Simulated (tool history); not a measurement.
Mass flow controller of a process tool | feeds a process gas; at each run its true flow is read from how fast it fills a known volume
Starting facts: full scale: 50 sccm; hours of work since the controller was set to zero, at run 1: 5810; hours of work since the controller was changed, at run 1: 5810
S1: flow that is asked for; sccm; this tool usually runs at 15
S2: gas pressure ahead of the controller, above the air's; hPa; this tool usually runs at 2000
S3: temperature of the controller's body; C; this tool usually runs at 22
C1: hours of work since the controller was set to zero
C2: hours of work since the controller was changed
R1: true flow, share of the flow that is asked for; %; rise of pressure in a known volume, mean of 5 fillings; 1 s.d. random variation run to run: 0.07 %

Run 1, hour 0.0: usual settings; C1 5810; C2 5810. Result: R1 99.06 %.
Run 2, hour 416.5: usual settings; C1 6060; C2 6060. Result: R1 99.07 %.
Run 3, hour 651.6: usual settings; C1 6201; C2 6201. Result: R1 99.06 %.
Run 4, hour 953.6: usual settings; C1 6383; C2 6383. Result: R1 99.23 %.
Run 5, hour 1206.4: usual settings; C1 6535; C2 6535. Result: R1 99.09 %.
Run 6, hour 1609.4: usual settings; C1 6777; C2 6777. Result: R1 99.18 %.
Run 7, hour 1987.8: usual settings but S1 21 sccm; C1 7004; C2 7004. Result: R1 98.98 %.
Run 8, hour 2278.7: usual settings but S1 21 sccm; C1 7179; C2 7179. Result: R1 98.87 %.
Run 9, hour 2622.7: usual settings but S1 21 sccm, S3 24 C; C1 7386; C2 7386. Result: R1 98.83 %.
Run 10, hour 2943.2: usual settings but S1 21 sccm, S3 24 C; C1 7579; C2 7579. Result: R1 98.90 %.
Run 11, hour 3326.3: usual settings but S3 31 C; C1 7809; C2 7809. Result: R1 98.98 %.
Run 12, hour 3666.6: usual settings but S3 31 C; C1 8013; C2 8013. Result: R1 99.01 %.
Run 13, hour 3939.0: usual settings but S3 31 C; C1 8177; C2 8177. Result: R1 99.08 %.
Run 14, hour 4158.8: usual settings but S3 31 C; C1 8309; C2 8309. Result: R1 99.05 %.
Run 15, hour 4372.9: usual settings; C1 8438; C2 8438. Result: R1 99.34 %.
Run 16, hour 4773.9: usual settings; C1 8679; C2 8679. Result: R1 99.36 %.
At hour 4954.4: controller's zero set anew.
Run 17, hour 5204.4: usual settings; C1 150; C2 8937. Result: R1 96.64 %.
Run 18, hour 5456.3: usual settings but S1 5 sccm, S2 1790 hPa, S3 32 C; C1 302; C2 9089. Result: R1 96.29 %.
Run 19, hour 5808.4: usual settings but S1 47 sccm, S2 1460 hPa, S3 23 C; C1 513; C2 9300. Result: R1 98.60 %.
Run 20, hour 6068.8: usual settings but S1 6 sccm, S2 1460 hPa, S3 23 C; C1 670; C2 9457. Result: R1 96.94 %.
Run 21, hour 6501.1: usual settings but S2 1800 hPa, S3 34 C; C1 930; C2 9717. Result: R1 96.52 %.
At hour 6711.4: controller exchanged for a calibrated one.
Run 22, hour 6718.8: usual settings but S1 8 sccm; C1 4; C2 4. Result: R1 97.81 %.
Run 23, hour 7082.5: usual settings but S1 8 sccm; C1 223; C2 223. Result: R1 97.90 %.
Run 24, hour 7342.7: usual settings but S1 46 sccm, S2 2460 hPa, S3 37 C; C1 379; C2 379. Result: R1 98.96 %.
Run 25, hour 7543.1: usual settings but S1 16 sccm, S2 2460 hPa, S3 39 C; C1 500; C2 500. Result: R1 97.50 %.
Run 26, hour 7813.3: usual settings but S3 30 C; C1 662; C2 662. Result: R1 97.95 %.
Run 27, hour 8004.5: usual settings but S3 30 C; C1 777; C2 777. Result: R1 98.03 %.
Run 28, hour 8463.2: usual settings but S3 30 C; C1 1053; C2 1053. Result: R1 97.99 %.
Run 29, hour 8886.0: usual settings but S1 18 sccm, S2 2270 hPa, S3 30 C; C1 1307; C2 1307. Result: R1 97.95 %.
Run 30, hour 9243.1: usual settings but S1 30 sccm, S2 1970 hPa, S3 36 C; C1 1522; C2 1522. Result: R1 98.39 %.

For each run, the measured value with the value that run would have given without the tool's hidden condition subtracted. The run-to-run variation is shared by both, the gauge scatter possibly not:
Unlogged tool condition in this case: flow at rest that the sensor doesn't see, % of full scale; true flow over the shown one, %; drift of the gauge itself on true_pct, %.
run     R1
  1  +0.76
  2  +0.78
  3  +0.80
  4  +0.81
  5  +0.83
  6  +0.86
  7  +0.28
  8  +0.27
  9  +0.28
 10  +0.28
 11  +0.94
 12  +0.97
 13  +0.99
 14  +1.00
 15  +1.01
 16  +1.03
 17  -1.54
 18  -1.34
 19  -1.61
 20  -1.20
 21  -1.47
 22  -0.11
 23  -0.04
 24  -0.20
 25  -0.10
 26  -0.07
 27  -0.06
 28  -0.04
 29  -0.07
 30  -0.22

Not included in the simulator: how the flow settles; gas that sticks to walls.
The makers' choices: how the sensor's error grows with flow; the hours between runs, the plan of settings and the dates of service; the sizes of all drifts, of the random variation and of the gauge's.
